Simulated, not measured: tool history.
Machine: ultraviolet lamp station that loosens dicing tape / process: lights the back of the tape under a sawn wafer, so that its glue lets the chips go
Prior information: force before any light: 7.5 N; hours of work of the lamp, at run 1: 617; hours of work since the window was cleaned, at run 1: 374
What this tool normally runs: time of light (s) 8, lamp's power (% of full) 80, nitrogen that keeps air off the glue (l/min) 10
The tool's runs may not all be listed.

run    hour  time of light (s)  lamp's power (% of full)  nitrogen that keeps air off the glue (l/min)  hours of work of the lamp  hours of work since the window was cleaned  force that peels the tape off (N)  light that reached the tape (mJ/cm2)
  1       0                  8                        80                                            10                        617                                         374                              0.686                                   347
  2    35.4                  8                        80                                             3                        634                                         390                              1.563                                   356
  3    89.7                  8                        80                                             3                        659                                         415                              1.585                                   352
      130.9  -- window cleaned of glue's vapour
  4   147.1                  8                        80                                             3                        685                                           7                               1.62                                   348
  5   181.3                  8                        80                                             3                        701                                          23                              1.616                                   350
  6   219.4                  8                        80                                             3                        718                                          41                              1.624                                   347
  7   253.4                  8                        80                                             3                        734                                          56                              1.625                                   350
  8   316.4                  8                        80                                             3                        763                                          85                              1.599                                   352
  9   379.8                  8                        80                                            10                        792                                         115                              0.704                                   352
 10   416.3                  8                        80                                            10                        809                                         132                              0.698                                   350
 11   476.2                 10                        80                                            10                        837                                         159                               0.46                                   440
 12   532.6                  6                        80                                            10                        862                                         185                              1.188                                   260
 13   578.6                  6                        80                                            10                        884                                         206                              1.149                                   265
 14   618.6                  6                        80                                            10                        902                                         225                              1.169                                   263
 15   651.5                  6                        80                                            10                        917                                         240                              1.202                                   262
 16   695.3                  8                        80                                            10                        938                                         260                              0.695                                   348
 17   732.9                  8                        80                                            10                        955                                         278                              0.684                                   348
 18   788.3                  8                        80                                            10                        980                                         303                              0.727                                   350
 19     838                  8                        80                                            10                       1003                                         326                               0.68                                   350
 20   884.5                  8                        67                                            10                       1025                                         347                              0.984                                   293
 21   949.4                  4                        80                                            10                       1055                                         377                               1.99                                   175
 22   997.3                  4                        80                                            10                       1077                                         399                              2.131                                   173
 23  1047.1                  4                        80                                            10                       1100                                         422                              2.109                                   178
       1075  -- window cleaned of glue's vapour
 24  1110.6                  4                        80                                            10                       1129                                          16                              2.065                                   176
 25  1171.6                  4                        80                                            10                       1157                                          45                                2.1                                   174
 26  1210.8                 12                        83                                            10                       1175                                          63                              0.297                                   549
 27  1243.7                 10                        77                                             3                       1190                                          78                              1.225                                   420
 28  1292.5                  7                        74                                            10                       1213                                         100                              1.025                                   286
 29  1328.8                  5                        66                                            14                       1229                                         117                              1.732                                   180
 30  1395.3                  8                        82                                             9                       1260                                         148                                0.7                                   355
 31  1464.4                  7                        74                                            10                       1292                                         179                              1.048                                   280
 32  1505.3                  7                        74                                            10                       1311                                         198                              1.063                                   285
 33  1537.1                  7                        74                                             5                       1325                                         213                              1.587                                   280
 34    1607                  7                        84                                            12                       1358                                         245                               0.75                                   319
 35  1646.6                  7                        84                                            12                       1376                                         263                              0.743                                   322
 36  1711.4                  7                        84                                            12                       1406                                         293                              0.762                                   321
 37    1742                  7                        84                                            12                       1420                                         307                              0.719                                   321
 38  1782.9                 10                        68                                            12                       1439                                         326                              0.524                                   374
 39  1824.9                 10                        68                                            12                       1458                                         346                              0.537                                   371
 40  1874.2                  8                        72                                            10                       1481                                         368                              0.871                                   321
 41    1922                 10                        61                                             4                       1503                                         390                              1.466                                   332
     1965.8  -- lamp changed
 42  1977.6                 13                        70                                             4                          5                                         416                              0.712                                   501

Across each entry between runs, compare the hidden state at the last listed run before it with the hidden state at the first listed run after it:
Logged between run 3 and run 4: window cleaned of glue's vapour (hour 130.9)
  light that the window lets through, % of a clean one's: 99.9 -> 100
Logged between run 23 and run 24: window cleaned of glue's vapour (hour 1075)
  light that the window lets through, % of a clean one's: 99.9 -> 100
Logged between run 41 and run 42: lamp changed (hour 1965.8)
  lamp's light, % of a new lamp's: 99.8 -> 100
